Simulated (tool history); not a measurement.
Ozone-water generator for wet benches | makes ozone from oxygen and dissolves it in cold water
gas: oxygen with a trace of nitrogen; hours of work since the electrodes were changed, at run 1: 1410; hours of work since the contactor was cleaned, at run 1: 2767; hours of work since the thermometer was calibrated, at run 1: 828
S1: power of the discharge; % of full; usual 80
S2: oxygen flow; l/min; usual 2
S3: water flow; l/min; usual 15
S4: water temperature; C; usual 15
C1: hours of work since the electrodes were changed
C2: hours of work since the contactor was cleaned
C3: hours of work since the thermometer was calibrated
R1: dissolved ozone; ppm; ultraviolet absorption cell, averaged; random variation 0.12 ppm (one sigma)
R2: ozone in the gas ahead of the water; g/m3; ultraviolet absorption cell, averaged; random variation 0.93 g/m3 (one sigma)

{"run": 1, "hour": 0.0, "S1": 80, "S2": 2, "S3": 15, "S4": 15, "C1": 1410, "C2": 2767, "C3": 828, "R1": 12, "R2": 153.9}
{"run": 2, "hour": 153.2, "S1": 80, "S2": 2, "S3": 15, "S4": 15, "C1": 1549, "C2": 2905, "C3": 967, "R1": 12.2, "R2": 157}
{"run": 3, "hour": 263.2, "S1": 80, "S2": 2, "S3": 15, "S4": 15, "C1": 1648, "C2": 3005, "C3": 1066, "R1": 12.4, "R2": 153.9}
{"run": 4, "hour": 445.4, "S1": 80, "S2": 2, "S3": 15, "S4": 15, "C1": 1813, "C2": 3169, "C3": 1231, "R1": 12.2, "R2": 154.8}
{"run": 5, "hour": 565.4, "S1": 80, "S2": 2, "S3": 15, "S4": 15, "C1": 1921, "C2": 3278, "C3": 1339, "R1": 12.3, "R2": 156.8}
{"run": 6, "hour": 688.9, "S1": 80, "S2": 2, "S3": 15, "S4": 15, "C1": 2033, "C2": 3389, "C3": 1451, "R1": 12.3, "R2": 157.2}
{"run": 7, "hour": 824.3, "S1": 80, "S2": 2, "S3": 13, "S4": 15, "C1": 2155, "C2": 3512, "C3": 1573, "R1": 13.8, "R2": 155}
{"run": 8, "hour": 961.5, "S1": 80, "S2": 2, "S3": 13, "S4": 15, "C1": 2279, "C2": 3636, "C3": 1697, "R1": 13.7, "R2": 155.1}
{"run": 9, "hour": 1084.6, "S1": 80, "S2": 2, "S3": 11, "S4": 15, "C1": 2391, "C2": 3747, "C3": 1808, "R1": 15.9, "R2": 154.5}
{"run": 10, "hour": 1197.9, "S1": 80, "S2": 2, "S3": 16, "S4": 15, "C1": 2493, "C2": 3849, "C3": 1911, "R1": 11.7, "R2": 154}

Run 11 comes next. What will it give?
{"run": 11, "hour": 1311.9, "S1": 80, "S2": 2, "S3": 16, "S4": 15, "C1": 2596, "C2": 3952, "C3": 2014, "R1": "?", "R2": "?"}

R1: 11.5 ppm
R2: 155 g/m3
Without the tool's hidden state the same run would have given R1 11.5 ppm, R2 155.2 g/m3.
